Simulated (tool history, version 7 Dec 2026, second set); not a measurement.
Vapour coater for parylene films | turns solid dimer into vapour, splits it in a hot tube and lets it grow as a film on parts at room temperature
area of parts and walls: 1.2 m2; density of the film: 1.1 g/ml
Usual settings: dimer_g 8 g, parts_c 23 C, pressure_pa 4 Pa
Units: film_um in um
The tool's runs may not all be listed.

run   hour  dimer_g  parts_c  pressure_pa  film_um
  1      0        8       23            4     3.45
  2    9.3        8       23            4     3.48
  3   22.7        8       23            4     3.44
  4   32.1        8       31            4     2.52
  5   53.3        8       31            4     2.55
  6   73.4        8       31            4     2.53
  7     83        8       31            4     2.54
  8     94        8       23            4     3.46
  9  103.6        8       23         2.25      3.6
 10  123.4        8       23         4.47     3.42
 11  133.1        8       23         2.45     3.54
 12  144.5        8       23         2.45     3.56
 13  160.8        8       23         2.45     3.59
 14  174.6        8       23         2.45      3.6
 15  190.2        5       23         2.45     2.23
 16  210.5       11       23         5.54     4.57
 17  225.5       11       23         5.54     4.62
 18  242.2        4       17         5.54     2.13
 19  260.5        3       17         4.23     1.62
 20  280.5        8       26            4     3.05
 21  302.3        5       26         4.76     1.86
 22  311.3        5       26         4.76     1.89
 23  330.1       10       26         3.76     3.85
 24  350.7       12       33            4     3.47
 25  363.1       12       32        11.48     3.32
 26  383.7        8       22        11.64      3.3

Forecast each of these 5 alternatives for the next run:
  A  394.3        3       22         2.93        ?
  B  394.3        8       19         9.21        ?
  C  394.3        9       23        10.66        ?
  D  394.3        9       19         4.41        ?
  E  394.3        6       23            4        ?

run  film_um
  A     1.33
  B     3.72
  C     3.55
  D     4.42
  E     2.56
Without the tool's hidden state the same runs would have given:
run  film_um
  A     1.35
  B     3.79
  C     3.62
  D     4.51
  E     2.61
